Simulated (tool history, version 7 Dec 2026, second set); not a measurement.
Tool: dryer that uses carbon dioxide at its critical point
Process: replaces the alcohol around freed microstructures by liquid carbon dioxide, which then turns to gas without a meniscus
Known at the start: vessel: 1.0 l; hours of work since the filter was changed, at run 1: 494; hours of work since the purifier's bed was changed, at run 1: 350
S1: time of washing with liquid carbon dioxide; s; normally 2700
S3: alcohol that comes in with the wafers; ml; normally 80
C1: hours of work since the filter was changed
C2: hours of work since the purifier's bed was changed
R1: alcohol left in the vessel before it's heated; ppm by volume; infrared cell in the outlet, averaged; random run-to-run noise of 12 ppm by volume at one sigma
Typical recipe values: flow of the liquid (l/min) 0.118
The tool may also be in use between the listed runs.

run 1 hour=0.0 | S1=2700 flow_of_the_liquid_(l/min)=0.118 S3=80 | C1=494 C2=350 | R1=1468
run 2 hour=41.1 | S1=2700 flow_of_the_liquid_(l/min)=0.118 S3=30 | C1=517 C2=373 | R1=598
run 3 hour=84.4 | S1=2700 flow_of_the_liquid_(l/min)=0.118 S3=80 | C1=541 C2=397 | R1=1506
run 4 hour=115.8 | S1=2700 flow_of_the_liquid_(l/min)=0.118 S3=80 | C1=559 C2=415 | R1=1574
-- hour=126.2 inlet filter changed
run 5 hour=153.6 | S1=2700 flow_of_the_liquid_(l/min)=0.118 S3=80 | C1=15 C2=436 | R1=838
run 6 hour=184.2 | S1=2700 flow_of_the_liquid_(l/min)=0.118 S3=80 | C1=33 C2=453 | R1=859
run 7 hour=214.5 | S1=2040 flow_of_the_liquid_(l/min)=0.118 S3=80 | C1=50 C2=470 | R1=2477
run 8 hour=234.0 | S1=2040 flow_of_the_liquid_(l/min)=0.118 S3=80 | C1=61 C2=481 | R1=2604
run 9 hour=260.5 | S1=2040 flow_of_the_liquid_(l/min)=0.118 S3=80 | C1=76 C2=496 | R1=2640
run 10 hour=297.3 | S1=2040 flow_of_the_liquid_(l/min)=0.118 S3=80 | C1=96 C2=516 | R1=2625
run 11 hour=318.6 | S1=2040 flow_of_the_liquid_(l/min)=0.118 S3=80 | C1=108 C2=528 | R1=2589
run 12 hour=341.0 | S1=2040 flow_of_the_liquid_(l/min)=0.118 S3=80 | C1=121 C2=541 | R1=2665
run 13 hour=366.7 | S1=2040 flow_of_the_liquid_(l/min)=0.118 S3=80 | C1=135 C2=556 | R1=2702
run 14 hour=394.5 | S1=2700 flow_of_the_liquid_(l/min)=0.118 S3=80 | C1=151 C2=571 | R1=955
run 15 hour=425.9 | S1=2700 flow_of_the_liquid_(l/min)=0.118 S3=80 | C1=169 C2=589 | R1=980
run 16 hour=446.4 | S1=2700 flow_of_the_liquid_(l/min)=0.118 S3=80 | C1=180 C2=600 | R1=1011
run 17 hour=483.8 | S1=2700 flow_of_the_liquid_(l/min)=0.118 S3=80 | C1=201 C2=621 | R1=1051
run 18 hour=523.7 | S1=2700 flow_of_the_liquid_(l/min)=0.118 S3=96 | C1=224 C2=644 | R1=1275
run 19 hour=557.1 | S1=2700 flow_of_the_liquid_(l/min)=0.118 S3=96 | C1=243 C2=663 | R1=1289
run 20 hour=582.9 | S1=2700 flow_of_the_liquid_(l/min)=0.118 S3=96 | C1=257 C2=677 | R1=1309
run 21 hour=623.4 | S1=2700 flow_of_the_liquid_(l/min)=0.118 S3=96 | C1=280 C2=700 | R1=1366
run 22 hour=657.0 | S1=2700 flow_of_the_liquid_(l/min)=0.120 S3=83 | C1=299 C2=719 | R1=1132
run 23 hour=690.4 | S1=3600 flow_of_the_liquid_(l/min)=0.142 S3=69 | C1=318 C2=738 | R1=163
run 24 hour=734.6 | S1=3060 flow_of_the_liquid_(l/min)=0.076 S3=59 | C1=342 C2=763 | R1=3055
run 25 hour=760.9 | S1=3900 flow_of_the_liquid_(l/min)=0.102 S3=80 | C1=357 C2=777 | R1=527
run 26 hour=785.8 | S1=2700 flow_of_the_liquid_(l/min)=0.120 S3=80 | C1=371 C2=791 | R1=1149
run 27 hour=821.5 | S1=2700 flow_of_the_liquid_(l/min)=0.120 S3=80 | C1=391 C2=811 | R1=1224
run 28 hour=843.1 | S1=2700 flow_of_the_liquid_(l/min)=0.120 S3=80 | C1=403 C2=824 | R1=1201
run 29 hour=886.3 | S1=2340 flow_of_the_liquid_(l/min)=0.197 S3=94 | C1=428 C2=848 | R1=308
run 30 hour=933.8 | S1=3900 flow_of_the_liquid_(l/min)=0.122 S3=80 | C1=455 C2=875 | R1=284
run 31 hour=976.6 | S1=2580 flow_of_the_liquid_(l/min)=0.086 S3=80 | C1=479 C2=899 | R1=4923
run 32 hour=1011.3 | S1=3180 flow_of_the_liquid_(l/min)=0.086 S3=80 | C1=498 C2=918 | R1=2771
run 33 hour=1057.5 | S1=2700 flow_of_the_liquid_(l/min)=0.121 S3=38 | C1=524 C2=944 | R1=702
run 34 hour=1080.9 | S1=2340 flow_of_the_liquid_(l/min)=0.121 S3=78 | C1=537 C2=957 | R1=2230
run 35 hour=1100.7 | S1=1920 flow_of_the_liquid_(l/min)=0.121 S3=48 | C1=548 C2=969 | R1=2708
-- hour=1128.9 inlet filter changed
run 36 hour=1149.4 | S1=3000 flow_of_the_liquid_(l/min)=0.092 S3=48 | C1=12 C2=995 | R1=1037
run 37 hour=1197.4 | S1=1800 flow_of_the_liquid_(l/min)=0.118 S3=87 | C1=39 C2=1022 | R1=4166
run 38 hour=1225.9 | S1=2700 flow_of_the_liquid_(l/min)=0.109 S3=21 | C1=55 C2=1039 | R1=445
run 39 hour=1247.0 | S1=2700 flow_of_the_liquid_(l/min)=0.109 S3=21 | C1=66 C2=1050 | R1=470
run 40 hour=1293.7 | S1=2700 flow_of_the_liquid_(l/min)=0.109 S3=21 | C1=93 C2=1077 | R1=461
run 41 hour=1332.9 | S1=2580 flow_of_the_liquid_(l/min)=0.167 S3=21 | C1=115 C2=1099 | R1=201
run 42 hour=1360.7 | S1=1740 flow_of_the_liquid_(l/min)=0.073 S3=80 | C1=130 C2=1114 | R1=14335

Here are 5 independent what-if runs from the current tool condition. What would each one return?
run A hour=1407.3 | S1=1980 flow_of_the_liquid_(l/min)=0.116 S3=80 | C1=157 C2=1141 | R1=?
run B hour=1407.3 | S1=2520 flow_of_the_liquid_(l/min)=0.073 S3=80 | C1=157 C2=1141 | R1=?
run C hour=1407.3 | S1=2100 flow_of_the_liquid_(l/min)=0.111 S3=64 | C1=157 C2=1141 | R1=?
run D hour=1407.3 | S1=3840 flow_of_the_liquid_(l/min)=0.179 S3=85 | C1=157 C2=1141 | R1=?
run E hour=1407.3 | S1=1740 flow_of_the_liquid_(l/min)=0.082 S3=80 | C1=157 C2=1141 | R1=?

run=A R1=3417
run=B R1=6672
run=C R1=2543
run=D R1=174
run=E R1=11661
Take away the tool's hidden state, keep each run's random variation, and the runs would have read:
run=A R1=2864
run=B R1=5897
run=C R1=2100
run=D R1=14
run=E R1=10637
